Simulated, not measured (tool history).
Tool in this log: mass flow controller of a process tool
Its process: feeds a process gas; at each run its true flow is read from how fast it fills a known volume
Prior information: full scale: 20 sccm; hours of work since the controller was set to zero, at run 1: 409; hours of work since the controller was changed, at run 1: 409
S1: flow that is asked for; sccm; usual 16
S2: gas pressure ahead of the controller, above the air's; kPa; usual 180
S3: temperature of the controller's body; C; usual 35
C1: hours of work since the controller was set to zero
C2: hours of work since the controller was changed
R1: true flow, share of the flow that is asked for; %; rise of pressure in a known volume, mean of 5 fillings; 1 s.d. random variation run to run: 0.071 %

run	hour	S1	S2	S3	C1	C2	R1
1	0.0	16	180	35	409	409	100.17
2	51.4	16	180	35	425	425	100.19
3	110.2	16	160	35	443	443	100.20
4	154.2	8	160	35	456	456	99.18
5	208.9	8	160	35	473	473	99.27
6	282.6	8	155	35	496	496	99.17
7	353.9	8	181	32	518	518	98.86
8	420.3	7	198	35	538	538	98.79
9	467.9	2	254	37	552	552	98.95

Run 10 comes next. What will it give?
10	505.5	2	254	37	564	564	?

Run 10 gave R1 98.91 %.
Were there no unlogged condition in the tool, this run, its random variation unchanged, would have produced R1 97.79 %.

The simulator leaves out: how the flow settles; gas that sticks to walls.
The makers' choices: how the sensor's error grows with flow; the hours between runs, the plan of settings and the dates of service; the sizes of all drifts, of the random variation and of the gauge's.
